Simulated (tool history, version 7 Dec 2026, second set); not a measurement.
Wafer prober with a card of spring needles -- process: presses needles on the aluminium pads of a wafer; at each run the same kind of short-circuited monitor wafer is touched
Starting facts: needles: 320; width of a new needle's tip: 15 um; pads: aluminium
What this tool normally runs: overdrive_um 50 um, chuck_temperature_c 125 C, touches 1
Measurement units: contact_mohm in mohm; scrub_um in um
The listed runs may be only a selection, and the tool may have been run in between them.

run 1 hour=0.0 | overdrive_um=50 chuck_temperature_c=125 touches=1 | contact_mohm=287 scrub_um=7.10
-- hour=1.9 tips cleaned on abrasive film
-- hour=10.9 tips cleaned on abrasive film
-- hour=18.2 tips cleaned on abrasive film
-- hour=27.2 tips cleaned on abrasive film
run 2 hour=31.6 | overdrive_um=50 chuck_temperature_c=125 touches=1 | contact_mohm=274 scrub_um=7.10
-- hour=35.3 tips cleaned on abrasive film
-- hour=44.2 tips cleaned on abrasive film
-- hour=53.3 tips cleaned on abrasive film
run 3 hour=58.7 | overdrive_um=50 chuck_temperature_c=125 touches=1 | contact_mohm=283 scrub_um=7.08
-- hour=60.6 tips cleaned on abrasive film
-- hour=67.9 tips cleaned on abrasive film
-- hour=68.2 height of the first contact set anew
-- hour=77.2 tips cleaned on abrasive film
-- hour=86.2 tips cleaned on abrasive film
run 4 hour=92.4 | overdrive_um=50 chuck_temperature_c=125 touches=1 | contact_mohm=273 scrub_um=7.74
-- hour=94.3 tips cleaned on abrasive film
-- hour=103.1 tips cleaned on abrasive film
-- hour=112.1 tips cleaned on abrasive film
-- hour=119.5 tips cleaned on abrasive film
run 5 hour=119.5 | overdrive_um=50 chuck_temperature_c=125 touches=1 | contact_mohm=220 scrub_um=7.71
-- hour=128.5 tips cleaned on abrasive film
-- hour=137.6 tips cleaned on abrasive film
-- hour=144.8 tips cleaned on abrasive film
-- hour=152.1 tips cleaned on abrasive film
run 6 hour=152.1 | overdrive_um=50 chuck_temperature_c=125 touches=1 | contact_mohm=221 scrub_um=7.64
-- hour=159.4 tips cleaned on abrasive film
-- hour=168.5 tips cleaned on abrasive film
-- hour=177.5 tips cleaned on abrasive film
run 7 hour=177.6 | overdrive_um=50 chuck_temperature_c=125 touches=1 | contact_mohm=226 scrub_um=7.64
-- hour=186.5 tips cleaned on abrasive film
-- hour=195.5 tips cleaned on abrasive film
-- hour=204.5 tips cleaned on abrasive film
-- hour=213.4 tips cleaned on abrasive film
run 8 hour=214.3 | overdrive_um=50 chuck_temperature_c=125 touches=1 | contact_mohm=234 scrub_um=7.49
-- hour=221.5 tips cleaned on abrasive film
-- hour=228.8 tips cleaned on abrasive film
-- hour=237.8 tips cleaned on abrasive film
-- hour=246.7 tips cleaned on abrasive film
run 9 hour=253.3 | overdrive_um=50 chuck_temperature_c=125 touches=1 | contact_mohm=281 scrub_um=7.40
-- hour=255.2 tips cleaned on abrasive film
-- hour=264.1 tips cleaned on abrasive film
-- hour=273.1 tips cleaned on abrasive film
-- hour=282.2 tips cleaned on abrasive film
-- hour=290.6 tips cleaned on abrasive film
run 10 hour=290.6 | overdrive_um=50 chuck_temperature_c=125 touches=1 | contact_mohm=228 scrub_um=7.28
-- hour=299.5 tips cleaned on abrasive film
-- hour=308.5 tips cleaned on abrasive film
-- hour=317.4 tips cleaned on abrasive film
run 11 hour=321.8 | overdrive_um=50 chuck_temperature_c=125 touches=1 | contact_mohm=274 scrub_um=7.27
-- hour=325.3 tips cleaned on abrasive film
-- hour=334.3 tips cleaned on abrasive film
-- hour=343.3 tips cleaned on abrasive film
run 12 hour=349.3 | overdrive_um=50 chuck_temperature_c=34 touches=1 | contact_mohm=277 scrub_um=7.21
-- hour=351.2 tips cleaned on abrasive film
-- hour=360.2 tips cleaned on abrasive film
-- hour=369.0 tips cleaned on abrasive film
-- hour=377.8 tips cleaned on abrasive film
-- hour=386.8 tips cleaned on abrasive film
run 13 hour=387.2 | overdrive_um=50 chuck_temperature_c=34 touches=1 | contact_mohm=212 scrub_um=7.17
-- hour=394.3 tips cleaned on abrasive film
-- hour=403.2 tips cleaned on abrasive film
-- hour=410.4 tips cleaned on abrasive film
-- hour=419.4 tips cleaned on abrasive film
run 14 hour=422.5 | overdrive_um=66 chuck_temperature_c=71 touches=2 | contact_mohm=221 scrub_um=9.63
-- hour=427.9 tips cleaned on abrasive film
-- hour=437.0 tips cleaned on abrasive film
-- hour=446.0 tips cleaned on abrasive film
-- hour=455.0 tips cleaned on abrasive film
run 15 hour=457.1 | overdrive_um=40 chuck_temperature_c=71 touches=1 | contact_mohm=276 scrub_um=5.54
-- hour=462.5 tips cleaned on abrasive film
-- hour=471.6 tips cleaned on abrasive film
run 16 hour=476.7 | overdrive_um=50 chuck_temperature_c=36 touches=1 | contact_mohm=279 scrub_um=7.05
-- hour=480.4 tips cleaned on abrasive film
-- hour=482.5 height of the first contact set anew
-- hour=489.7 tips cleaned on abrasive film
-- hour=497.0 tips cleaned on abrasive film
-- hour=506.0 tips cleaned on abrasive film
-- hour=514.9 tips cleaned on abrasive film
run 17 hour=514.9 | overdrive_um=37 chuck_temperature_c=100 touches=1 | contact_mohm=239 scrub_um=5.66
-- hour=522.2 tips cleaned on abrasive film
-- hour=531.1 tips cleaned on abrasive film
-- hour=538.4 tips cleaned on abrasive film
run 18 hour=542.9 | overdrive_um=52 chuck_temperature_c=125 touches=1 | contact_mohm=274 scrub_um=7.93
-- hour=546.6 tips cleaned on abrasive film
-- hour=555.5 tips cleaned on abrasive film
-- hour=562.7 tips cleaned on abrasive film
-- hour=571.8 tips cleaned on abrasive film
-- hour=579.0 tips cleaned on abrasive film
run 19 hour=580.8 | overdrive_um=52 chuck_temperature_c=125 touches=1 | contact_mohm=245 scrub_um=7.86
-- hour=588.0 tips cleaned on abrasive film
-- hour=597.0 tips cleaned on abrasive film
run 20 hour=600.8 | overdrive_um=52 chuck_temperature_c=125 touches=1 | contact_mohm=270 scrub_um=7.88
-- hour=604.5 tips cleaned on abrasive film
-- hour=611.7 tips cleaned on abrasive film
run 21 hour=618.0 | overdrive_um=60 chuck_temperature_c=103 touches=3 | contact_mohm=235 scrub_um=9.07
-- hour=619.9 tips cleaned on abrasive film
-- hour=627.2 tips cleaned on abrasive film
-- hour=636.0 tips cleaned on abrasive film
-- hour=644.1 tips cleaned on abrasive film
run 22 hour=644.1 | overdrive_um=32 chuck_temperature_c=48 touches=1 | contact_mohm=234 scrub_um=4.64
-- hour=653.1 tips cleaned on abrasive film
-- hour=662.0 tips cleaned on abrasive film
-- hour=670.9 tips cleaned on abrasive film
run 23 hour=675.6 | overdrive_um=55 chuck_temperature_c=125 touches=3 | contact_mohm=241 scrub_um=8.14
-- hour=679.3 tips cleaned on abrasive film
-- hour=686.5 tips cleaned on abrasive film
-- hour=695.6 tips cleaned on abrasive film
-- hour=704.6 tips cleaned on abrasive film
-- hour=711.8 tips cleaned on abrasive film
run 24 hour=715.2 | overdrive_um=50 chuck_temperature_c=34 touches=1 | contact_mohm=260 scrub_um=7.35
-- hour=720.6 tips cleaned on abrasive film
-- hour=729.6 tips cleaned on abrasive film
-- hour=736.9 tips cleaned on abrasive film
-- hour=744.2 tips cleaned on abrasive film
run 25 hour=744.2 | overdrive_um=50 chuck_temperature_c=34 touches=1 | contact_mohm=210 scrub_um=7.24

Below are 4 alternative next runs, each starting from the tool's condition after run 25. Predict each:
-- hour=751.5 tips cleaned on abrasive film
-- hour=760.5 tips cleaned on abrasive film
-- hour=769.6 tips cleaned on abrasive film
run A hour=774.5 | overdrive_um=50 chuck_temperature_c=80 touches=1 | contact_mohm=? scrub_um=?
-- hour=751.5 tips cleaned on abrasive film
-- hour=760.5 tips cleaned on abrasive film
-- hour=769.6 tips cleaned on abrasive film
run B hour=774.5 | overdrive_um=50 chuck_temperature_c=34 touches=2 | contact_mohm=? scrub_um=?
-- hour=751.5 tips cleaned on abrasive film
-- hour=760.5 tips cleaned on abrasive film
-- hour=769.6 tips cleaned on abrasive film
run C hour=774.5 | overdrive_um=32 chuck_temperature_c=34 touches=1 | contact_mohm=? scrub_um=?
-- hour=751.5 tips cleaned on abrasive film
-- hour=760.5 tips cleaned on abrasive film
-- hour=769.6 tips cleaned on abrasive film
run D hour=774.5 | overdrive_um=30 chuck_temperature_c=125 touches=1 | contact_mohm=? scrub_um=?

run=A contact_mohm=291 scrub_um=7.28
run=B contact_mohm=251 scrub_um=7.28
run=C contact_mohm=421 scrub_um=4.47
run=D contact_mohm=440 scrub_um=4.04
Stripped of hidden state, with their random variation kept, the same runs would have yielded:
run=A contact_mohm=209 scrub_um=7.78
run=B contact_mohm=197 scrub_um=7.78
run=C contact_mohm=207 scrub_um=4.96
run=D contact_mohm=229 scrub_um=4.54
